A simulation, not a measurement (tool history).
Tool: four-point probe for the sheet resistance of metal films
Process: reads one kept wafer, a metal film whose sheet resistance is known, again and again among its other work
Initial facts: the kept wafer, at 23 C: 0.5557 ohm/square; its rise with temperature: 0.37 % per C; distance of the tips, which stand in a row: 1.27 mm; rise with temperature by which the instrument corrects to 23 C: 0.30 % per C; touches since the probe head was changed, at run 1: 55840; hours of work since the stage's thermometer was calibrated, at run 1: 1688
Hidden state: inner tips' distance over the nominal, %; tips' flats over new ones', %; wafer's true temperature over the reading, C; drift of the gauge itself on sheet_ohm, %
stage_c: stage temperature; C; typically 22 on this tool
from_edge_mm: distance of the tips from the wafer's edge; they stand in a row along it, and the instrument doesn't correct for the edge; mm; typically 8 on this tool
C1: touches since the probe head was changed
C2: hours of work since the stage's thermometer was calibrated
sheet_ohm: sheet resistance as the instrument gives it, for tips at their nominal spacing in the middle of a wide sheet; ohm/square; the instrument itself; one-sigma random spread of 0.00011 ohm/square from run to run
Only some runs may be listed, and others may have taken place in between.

{"run": 1, "day": 0.0, "stage_c": 22, "from_edge_mm": 8, "C1": 55840, "C2": 1688, "sheet_ohm": 0.562914}
{"run": 2, "day": 2.004, "stage_c": 22, "from_edge_mm": 8, "C1": 57176, "C2": 1720, "sheet_ohm": 0.562743}
{"day": 3.075, "done": "stage's thermometer calibrated"}
{"run": 3, "day": 5.0, "stage_c": 22, "from_edge_mm": 8, "C1": 59162, "C2": 31, "sheet_ohm": 0.562977}
{"run": 4, "day": 7.471, "stage_c": 22, "from_edge_mm": 24, "C1": 60810, "C2": 72, "sheet_ohm": 0.556265}
{"run": 5, "day": 10.0, "stage_c": 22, "from_edge_mm": 24, "C1": 62497, "C2": 113, "sheet_ohm": 0.556186}
{"run": 6, "day": 11.404, "stage_c": 22, "from_edge_mm": 24, "C1": 63435, "C2": 136, "sheet_ohm": 0.556134}
{"run": 7, "day": 13.692, "stage_c": 22, "from_edge_mm": 24, "C1": 64960, "C2": 174, "sheet_ohm": 0.55614}
{"run": 8, "day": 14.983, "stage_c": 22, "from_edge_mm": 24, "C1": 65820, "C2": 195, "sheet_ohm": 0.556193}
{"run": 9, "day": 17.575, "stage_c": 19, "from_edge_mm": 12, "C1": 67549, "C2": 237, "sheet_ohm": 0.557415}
{"run": 10, "day": 18.854, "stage_c": 26, "from_edge_mm": 7, "C1": 68404, "C2": 258, "sheet_ohm": 0.566464}
{"run": 11, "day": 20.212, "stage_c": 26, "from_edge_mm": 7, "C1": 69309, "C2": 280, "sheet_ohm": 0.566669}
{"run": 12, "day": 22.029, "stage_c": 31, "from_edge_mm": 7, "C1": 70521, "C2": 310, "sheet_ohm": 0.568641}
{"run": 13, "day": 24.842, "stage_c": 24, "from_edge_mm": 28, "C1": 72396, "C2": 356, "sheet_ohm": 0.556503}

4 ways to go on from here, each from the tool as it stands after run 13. What would each give?
{"run": "A", "day": 26.85, "stage_c": 22, "from_edge_mm": 13, "C1": 73737, "C2": 389, "sheet_ohm": "?"}
{"run": "B", "day": 26.85, "stage_c": 20, "from_edge_mm": 21, "C1": 73737, "C2": 389, "sheet_ohm": "?"}
{"run": "C", "day": 26.85, "stage_c": 23, "from_edge_mm": 14, "C1": 73737, "C2": 389, "sheet_ohm": "?"}
{"run": "D", "day": 26.85, "stage_c": 34, "from_edge_mm": 40, "C1": 73737, "C2": 389, "sheet_ohm": "?"}

run=A sheet_ohm=0.558130
run=B sheet_ohm=0.555677
run=C sheet_ohm=0.558321
run=D sheet_ohm=0.560232
Without the tool's hidden state the same runs would have given:
run=A sheet_ohm=0.558154
run=B sheet_ohm=0.555701
run=C sheet_ohm=0.558344
run=D sheet_ohm=0.560255
